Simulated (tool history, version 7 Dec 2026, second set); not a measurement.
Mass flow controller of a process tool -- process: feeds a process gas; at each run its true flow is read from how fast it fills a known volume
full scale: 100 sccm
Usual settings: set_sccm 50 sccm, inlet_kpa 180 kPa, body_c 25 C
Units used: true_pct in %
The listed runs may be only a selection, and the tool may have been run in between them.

run   hour  set_sccm  inlet_kpa  body_c  true_pct
  1      0        50        180      25     98.08
  2   53.9        50        180      25     98.13
  3  119.8        50        180      25     98.03
  4  199.4        50        180      25     98.15
     203.1  -- controller's zero set anew
  5  247.4        50        169      25      98.1
  6  300.2        50        169      25     97.94
  7  353.3        50        194      28     97.66
  8    430        92        189      23     99.38
  9  483.9        92        189      23     99.53
 10  560.2        92        189      23      99.4
     564.6  -- controller's zero set anew, once more
 11  594.3        92        189      23     99.54

Branching from run 11: 3 alternative next runs. What would each branch give?
  A  636.4        16        180      31         ?
  B  636.4        92        213      23         ?
  C  636.4        69        279      22         ?

run  true_pct
  A      96.5
  B     99.47
  C     98.73
Stripped of hidden state, with their random variation kept, the same runs would have yielded:
run  true_pct
  A     96.95
  B      99.9
  C     99.16
